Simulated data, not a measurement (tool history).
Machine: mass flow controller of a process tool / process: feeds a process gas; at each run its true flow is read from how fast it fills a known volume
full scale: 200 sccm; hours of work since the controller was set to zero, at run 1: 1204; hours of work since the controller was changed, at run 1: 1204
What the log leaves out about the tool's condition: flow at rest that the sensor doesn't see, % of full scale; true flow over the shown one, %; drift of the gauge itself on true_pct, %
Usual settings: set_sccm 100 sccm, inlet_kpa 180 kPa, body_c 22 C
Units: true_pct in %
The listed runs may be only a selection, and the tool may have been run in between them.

| run | hour | set_sccm | inlet_kpa | body_c | hours of work since the controller was set to zero | hours of work since the controller was changed | true_pct |
|---|---|---|---|---|---|---|---|
| 1 | 0 | 100 | 180 | 22 | 1204 | 1204 | 100.57 |
| 2 | 157.1 | 100 | 180 | 22 | 1322 | 1322 | 100.5 |
| 3 | 330.7 | 100 | 180 | 22 | 1453 | 1453 | 100.69 |
| 4 | 440.9 | 100 | 180 | 22 | 1536 | 1536 | 100.53 |
| 5 | 588.2 | 100 | 180 | 22 | 1647 | 1647 | 100.6 |
| 6 | 746.5 | 100 | 180 | 22 | 1766 | 1766 | 100.71 |
| 7 | 882.3 | 100 | 180 | 22 | 1869 | 1869 | 100.57 |
| 8 | 1058.6 | 100 | 180 | 22 | 2002 | 2002 | 100.8 |
| 9 | 1241.7 | 100 | 180 | 22 | 2139 | 2139 | 100.87 |
| 10 | 1379.8 | 100 | 247 | 22 | 2243 | 2243 | 100.32 |
| 11 | 1548.8 | 178 | 180 | 22 | 2371 | 2371 | 100.6 |
| 12 | 1709.3 | 100 | 180 | 22 | 2492 | 2492 | 100.89 |
| 13 | 1853.4 | 100 | 180 | 22 | 2600 | 2600 | 100.88 |
| 14 | 1933.1 | 100 | 180 | 22 | 2660 | 2660 | 101.01 |
| 15 | 2032.9 | 100 | 149 | 22 | 2735 | 2735 | 101.24 |
| 16 | 2118.7 | 100 | 149 | 22 | 2800 | 2800 | 101.25 |
| 17 | 2272.1 | 100 | 149 | 22 | 2916 | 2916 | 101.23 |
| 18 | 2461 | 100 | 149 | 22 | 3058 | 3058 | 101.33 |
| 19 | 2633.2 | 100 | 149 | 22 | 3188 | 3188 | 101.32 |
| 20 | 2791.6 | 100 | 180 | 22 | 3307 | 3307 | 101.06 |
| 21 | 2867.8 | 100 | 180 | 22 | 3364 | 3364 | 101.02 |
| 22 | 2999.6 | 31 | 180 | 22 | 3464 | 3464 | 103.78 |
| 23 | 3140 | 31 | 180 | 22 | 3569 | 3569 | 103.87 |
| 24 | 3251.9 | 52 | 180 | 22 | 3654 | 3654 | 102.41 |
| 25 | 3331.2 | 52 | 180 | 22 | 3713 | 3713 | 102.35 |
| 26 | 3517.2 | 43 | 234 | 27 | 3854 | 3854 | 102.27 |
| 27 | 3675.5 | 42 | 185 | 27 | 3973 | 3973 | 102.73 |
| 28 | 3784.9 | 42 | 185 | 27 | 4055 | 4055 | 102.93 |
| 29 | 3895.1 | 100 | 251 | 23 | 4138 | 4138 | 100.58 |
| 30 | 3999.1 | 110 | 162 | 29 | 4217 | 4217 | 100.98 |
| 31 | 4142.2 | 110 | 162 | 29 | 4324 | 4324 | 101 |
| 32 | 4254.5 | 55 | 275 | 24 | 4409 | 4409 | 101.68 |
| 33 | 4339.1 | 55 | 275 | 24 | 4473 | 4473 | 101.69 |
| 34 | 4456 | 46 | 180 | 27 | 4561 | 4561 | 102.96 |
| 35 | 4532.5 | 46 | 180 | 27 | 4618 | 4618 | 102.95 |
| 36 | 4652.6 | 29 | 176 | 25 | 4709 | 4709 | 105.4 |
| 37 | 4809.3 | 29 | 176 | 25 | 4827 | 4827 | 105.63 |
|  | 4892.4 | controller's zero set anew |
| 38 | 4979.9 | 29 | 151 | 35 | 66 | 4955 | 99.11 |
| 39 | 5152.1 | 29 | 151 | 35 | 196 | 5085 | 99.17 |
| 40 | 5251.9 | 127 | 233 | 28 | 271 | 5160 | 99.02 |
| 41 | 5348.3 | 39 | 162 | 22 | 343 | 5233 | 99.91 |
| 42 | 5437.1 | 40 | 159 | 22 | 410 | 5299 | 99.82 |
| 43 | 5576.5 | 39 | 252 | 31 | 515 | 5404 | 98.88 |
| 44 | 5710.1 | 109 | 168 | 28 | 616 | 5505 | 99.38 |
| 45 | 5873 | 97 | 181 | 26 | 739 | 5628 | 99.46 |
| 46 | 6005.8 | 97 | 181 | 26 | 839 | 5728 | 99.59 |
| 47 | 6133.2 | 24 | 158 | 30 | 935 | 5824 | 100.43 |
| 48 | 6301.5 | 24 | 158 | 30 | 1061 | 5951 | 100.66 |
| 49 | 6466.8 | 24 | 158 | 30 | 1186 | 6075 | 100.79 |

Describe how what the log doesn't record of the tool's condition differs between the last listed run preceding each entry between runs and the first listed run following it.
From run 37 to run 38: controller's zero set anew (hour 4892.4)
  flow at rest that the sensor doesn't see, % of full scale: 0.915 -> 0.025; true flow over the shown one, %: -0.53 -> -0.55
  measured result minus the result with no hidden state, true_pct: +5.79 -> -0.38 %
